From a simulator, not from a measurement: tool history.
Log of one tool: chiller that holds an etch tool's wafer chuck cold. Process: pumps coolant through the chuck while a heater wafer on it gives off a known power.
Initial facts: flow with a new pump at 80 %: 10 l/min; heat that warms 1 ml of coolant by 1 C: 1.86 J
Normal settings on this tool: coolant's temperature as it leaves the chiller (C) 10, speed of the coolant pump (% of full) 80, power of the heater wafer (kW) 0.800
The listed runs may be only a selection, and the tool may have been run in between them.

run,hour,coolant's temperature as it leaves the chiller (C),speed of the coolant pump (% of full),power of the heater wafer (kW),chuck's temperature once it has settled (C),how much warmer the coolant comes back (C)
1,0.0,10,80,0.800,15.5,2.51
2,37.5,10,76,0.800,16.0,2.76
3,84.5,8,80,0.800,13.7,2.56
4,121.1,8,80,0.800,13.6,2.56
5,152.9,10,80,0.800,15.6,2.57
6,206.3,10,80,0.800,15.8,2.61
7,241.3,10,80,0.800,15.6,2.58
8,278.9,10,80,1.042,17.4,3.37
9,320.8,10,80,0.800,15.6,2.60
10,365.6,10,80,0.800,15.6,2.60
11,409.9,10,80,0.800,15.8,2.58
12,451.8,10,80,0.978,16.9,3.18
13,479.3,10,80,0.800,15.6,2.58
14,532.7,10,80,0.800,15.8,2.57
15,564.8,10,80,0.800,15.7,2.60
16,613.8,10,70,0.800,16.2,2.94
17,641.6,10,70,0.800,16.4,2.98
18,694.3,16,76,0.800,21.9,2.74
19,738.7,16,76,0.475,19.7,1.60
20,771.6,14,61,0.572,19.0,2.49
# hour 818.4: chiller's thermometer calibrated
21,821.8,5,62,0.800,12.0,3.36
22,851.2,10,79,0.799,15.5,2.62
23,911.2,11,86,0.800,16.4,2.41
24,950.1,16,86,0.800,21.4,2.39
25,995.3,16,86,0.800,21.3,2.47
26,1028.0,16,63,0.601,21.3,2.56
27,1080.5,16,63,0.601,21.4,2.47
28,1121.7,15,76,0.736,20.4,2.49
29,1173.0,14,80,0.800,19.7,2.60
30,1208.2,14,80,0.800,19.7,2.53
31,1255.3,12,80,1.062,19.6,3.45

5 ways to go on from here, each from the tool as it stands after run 31. What would each give?
A,1285.5,1,77,0.963,?,?
B,1285.5,16,80,1.062,?,?
C,1285.5,12,90,1.152,?,?
D,1285.5,10,87,0.800,?,?
E,1285.5,4,81,0.540,?,?

run,chuck's temperature once it has settled (C),how much warmer the coolant comes back (C)
A,8.3,3.21
B,23.5,3.43
C,19.2,3.32
D,15.3,2.38
E,7.9,1.70
With the hidden condition removed and each run's random variation left untouched, the same runs would have given:
run,chuck's temperature once it has settled (C),how much warmer the coolant comes back (C)
A,8.3,3.21
B,23.5,3.42
C,19.2,3.32
D,15.3,2.38
E,7.9,1.70
